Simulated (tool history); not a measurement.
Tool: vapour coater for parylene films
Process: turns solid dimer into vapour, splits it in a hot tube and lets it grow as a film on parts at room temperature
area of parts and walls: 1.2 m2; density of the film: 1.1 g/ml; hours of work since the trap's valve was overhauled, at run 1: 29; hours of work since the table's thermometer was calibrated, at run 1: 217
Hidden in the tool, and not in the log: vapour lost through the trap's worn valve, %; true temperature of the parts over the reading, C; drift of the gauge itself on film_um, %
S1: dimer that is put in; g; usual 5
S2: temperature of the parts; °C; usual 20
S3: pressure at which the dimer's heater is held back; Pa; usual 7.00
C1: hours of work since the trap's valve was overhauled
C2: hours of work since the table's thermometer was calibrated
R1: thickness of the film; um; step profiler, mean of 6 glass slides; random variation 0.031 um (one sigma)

{"run": 1, "hour": 0.0, "S1": 5, "S2": 20, "S3": 7.0, "C1": 29, "C2": 217, "R1": 2.87}
{"run": 2, "hour": 26.7, "S1": 7, "S2": 20, "S3": 7.0, "C1": 48, "C2": 235, "R1": 3.87}
{"run": 3, "hour": 49.0, "S1": 7, "S2": 20, "S3": 7.0, "C1": 64, "C2": 251, "R1": 4.01}
{"run": 4, "hour": 65.9, "S1": 5, "S2": 20, "S3": 7.0, "C1": 75, "C2": 263, "R1": 2.84}
{"run": 5, "hour": 94.0, "S1": 5, "S2": 20, "S3": 4.68, "C1": 95, "C2": 282, "R1": 2.97}
{"run": 6, "hour": 112.4, "S1": 5, "S2": 20, "S3": 2.45, "C1": 108, "C2": 295, "R1": 3.06}
{"run": 7, "hour": 135.9, "S1": 5, "S2": 20, "S3": 2.45, "C1": 124, "C2": 312, "R1": 2.98}
{"hour": 142.6, "done": "trap's valve overhauled"}
{"run": 8, "hour": 153.0, "S1": 5, "S2": 13, "S3": 7.0, "C1": 7, "C2": 321, "R1": 3.25}
{"run": 9, "hour": 180.2, "S1": 3, "S2": 13, "S3": 4.27, "C1": 26, "C2": 340, "R1": 2.04}
{"run": 10, "hour": 196.4, "S1": 8, "S2": 14, "S3": 7.0, "C1": 38, "C2": 351, "R1": 5.03}
{"run": 11, "hour": 225.3, "S1": 8, "S2": 14, "S3": 7.0, "C1": 58, "C2": 371, "R1": 4.95}
{"run": 12, "hour": 241.4, "S1": 5, "S2": 15, "S3": 7.0, "C1": 69, "C2": 382, "R1": 2.99}
{"run": 13, "hour": 262.5, "S1": 5, "S2": 15, "S3": 7.0, "C1": 84, "C2": 397, "R1": 3.02}

Forecast each of these 3 alternatives for the next run:
{"hour": 282.4, "done": "trap's valve overhauled, once more"}
{"run": "A", "hour": 283.3, "S1": 5, "S2": 12, "S3": 4.64, "C1": 1, "C2": 409, "R1": "?"}
{"hour": 282.4, "done": "trap's valve overhauled, once more"}
{"run": "B", "hour": 283.3, "S1": 5, "S2": 13, "S3": 7.0, "C1": 1, "C2": 409, "R1": "?"}
{"hour": 282.4, "done": "trap's valve overhauled, once more"}
{"run": "C", "hour": 283.3, "S1": 3, "S2": 14, "S3": 8.86, "C1": 1, "C2": 409, "R1": "?"}

run=A R1=3.71
run=B R1=3.54
run=C R1=2.04
Without the tool's hidden state the same runs would have given:
run=A R1=3.72
run=B R1=3.56
run=C R1=2.05

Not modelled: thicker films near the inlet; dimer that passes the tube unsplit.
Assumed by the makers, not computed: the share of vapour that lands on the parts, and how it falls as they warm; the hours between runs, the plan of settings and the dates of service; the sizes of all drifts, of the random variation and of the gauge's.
